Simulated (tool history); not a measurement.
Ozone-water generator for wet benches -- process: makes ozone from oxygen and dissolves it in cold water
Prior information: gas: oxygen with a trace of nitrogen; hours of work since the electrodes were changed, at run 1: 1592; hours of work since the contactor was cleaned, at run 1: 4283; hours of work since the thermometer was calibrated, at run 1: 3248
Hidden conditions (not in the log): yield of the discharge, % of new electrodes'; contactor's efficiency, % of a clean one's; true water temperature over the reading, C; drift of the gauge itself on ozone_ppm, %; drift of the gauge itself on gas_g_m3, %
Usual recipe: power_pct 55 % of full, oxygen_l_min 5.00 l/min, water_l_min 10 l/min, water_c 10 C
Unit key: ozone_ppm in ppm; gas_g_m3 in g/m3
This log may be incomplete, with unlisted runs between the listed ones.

| run | hour | power_pct | oxygen_l_min | water_l_min | water_c | hours of work since the electrodes were changed | hours of work since the contactor was cleaned | hours of work since the thermometer was calibrated | ozone_ppm | gas_g_m3 |
|---|---|---|---|---|---|---|---|---|---|---|
| 1 | 0.0 | 55 | 5.00 | 10 | 10 | 1592 | 4283 | 3248 | 34.1 | 217.4 |
| 2 | 56.8 | 55 | 5.00 | 10 | 10 | 1643 | 4334 | 3299 | 34.0 | 218.4 |
| 3 | 88.1 | 55 | 5.00 | 10 | 9 | 1671 | 4362 | 3327 | 34.4 | 218.0 |
|  | 129.8 | contactor cleaned |
| 4 | 135.5 | 89 | 5.00 | 10 | 10 | 1710 | 5 | 3366 | 44.9 | 293.3 |
| 5 | 192.8 | 89 | 5.00 | 8 | 10 | 1761 | 56 | 3417 | 52.5 | 291.6 |
| 6 | 234.0 | 89 | 5.00 | 8 | 10 | 1798 | 93 | 3454 | 51.9 | 294.6 |
| 7 | 260.2 | 55 | 5.00 | 10 | 10 | 1821 | 116 | 3477 | 34.0 | 217.8 |
| 8 | 290.4 | 50 | 4.50 | 10 | 10 | 1848 | 143 | 3504 | 32.7 | 222.3 |
| 9 | 324.6 | 50 | 4.50 | 10 | 10 | 1879 | 174 | 3535 | 32.3 | 224.0 |
| 10 | 351.8 | 50 | 4.50 | 10 | 10 | 1903 | 198 | 3559 | 32.7 | 221.1 |
| 11 | 390.1 | 50 | 4.50 | 10 | 10 | 1937 | 232 | 3593 | 32.6 | 222.9 |
| 12 | 426.0 | 57 | 3.77 | 6 | 6 | 1969 | 265 | 3625 | 54.7 | 275.1 |
| 13 | 462.8 | 55 | 5.00 | 8 | 6 | 2002 | 297 | 3658 | 42.0 | 219.4 |
| 14 | 514.5 | 55 | 5.00 | 8 | 6 | 2048 | 343 | 3704 | 41.7 | 219.5 |

Below are 4 alternative next runs, each starting from the tool's condition after run 14. Predict each:
| A | 570.1 | 55 | 2.75 | 11 | 10 | 2098 | 393 | 3754 | ? | ? |
| B | 570.1 | 44 | 5.00 | 9 | 6 | 2098 | 393 | 3754 | ? | ? |
| C | 570.1 | 55 | 4.04 | 8 | 6 | 2098 | 393 | 3754 | ? | ? |
| D | 570.1 | 55 | 5.43 | 7 | 16 | 2098 | 393 | 3754 | ? | ? |

| run | ozone_ppm | gas_g_m3 |
|---|---|---|
| A | 34.4 | 333.9 |
| B | 33.6 | 194.6 |
| C | 44.2 | 254.0 |
| D | 35.8 | 208.6 |
With the hidden condition removed and each run's random variation left untouched, the same runs would have given:
| run | ozone_ppm | gas_g_m3 |
|---|---|---|
| A | 34.4 | 330.7 |
| B | 33.6 | 192.7 |
| C | 44.2 | 251.5 |
| D | 35.8 | 206.7 |

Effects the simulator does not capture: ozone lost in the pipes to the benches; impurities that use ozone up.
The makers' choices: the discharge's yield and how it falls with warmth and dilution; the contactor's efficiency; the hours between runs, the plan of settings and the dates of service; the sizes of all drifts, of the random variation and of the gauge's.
